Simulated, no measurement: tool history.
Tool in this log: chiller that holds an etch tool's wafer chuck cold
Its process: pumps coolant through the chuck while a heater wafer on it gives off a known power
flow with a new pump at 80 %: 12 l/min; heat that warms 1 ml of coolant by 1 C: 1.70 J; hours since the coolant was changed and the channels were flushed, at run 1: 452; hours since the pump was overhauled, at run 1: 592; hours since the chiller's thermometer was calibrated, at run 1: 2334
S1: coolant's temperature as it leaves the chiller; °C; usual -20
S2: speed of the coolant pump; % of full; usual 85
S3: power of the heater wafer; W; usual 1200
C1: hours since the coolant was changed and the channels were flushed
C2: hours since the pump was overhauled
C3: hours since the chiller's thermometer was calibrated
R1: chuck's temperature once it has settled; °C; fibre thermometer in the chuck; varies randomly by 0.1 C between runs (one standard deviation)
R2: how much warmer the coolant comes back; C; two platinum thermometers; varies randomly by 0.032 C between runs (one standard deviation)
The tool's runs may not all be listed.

run	hour	S1	S2	S3	C1	C2	C3	R1	R2
1	0	-20	85	1200	452	592	2334	-8.9	3.28
2	34.8	-20	75	1200	487	627	2369	-7.6	3.73
3	61.6	-20	69	1200	514	653	2396	-6.6	4.14
4	94.5	-20	85	1200	547	686	2429	-8.8	3.34
5	124	-20	85	1715	576	716	2458	-4	4.65
6	142.8	-20	85	1715	595	735	2477	-3.9	4.63
7	177.7	-20	85	1715	630	770	2512	-4	4.68
8	198.4	-13	85	1125	650	790	2532	-2.5	2.99
9	224.8	-20	86	640	677	817	2559	-14.3	1.6
10	255.7	-20	86	640	708	848	2590	-14.2	1.62
11	290	-20	86	640	742	882	2624	-14	1.58
12	322.9	-20	86	640	775	915	2657	-14.2	1.62

Some steps in R2 between neighbouring runs. How much of each would the tool show without its hidden state too (settings, what came in, random variation), and how much is left for the hidden state, with any gauge scatter that isn't in both results?
Hidden conditions of the tool in this case: heat passed by the chuck's channels, % of clean ones'; flow at a given pump speed, % of a new pump's; coolant's true temperature over the reading, C; drift of the gauge itself on chuck_c, C; drift of the gauge itself on warmer_back_c, C.
Run 1 -> 2: S2 85 -> 75. R2 +0.45 C: hidden state -0.02, all else +0.47.
Run 7 -> 8: S1 -20 -> -13, S3 1715 -> 1125. R2 -1.69 C: hidden state -0.01, all else -1.68.

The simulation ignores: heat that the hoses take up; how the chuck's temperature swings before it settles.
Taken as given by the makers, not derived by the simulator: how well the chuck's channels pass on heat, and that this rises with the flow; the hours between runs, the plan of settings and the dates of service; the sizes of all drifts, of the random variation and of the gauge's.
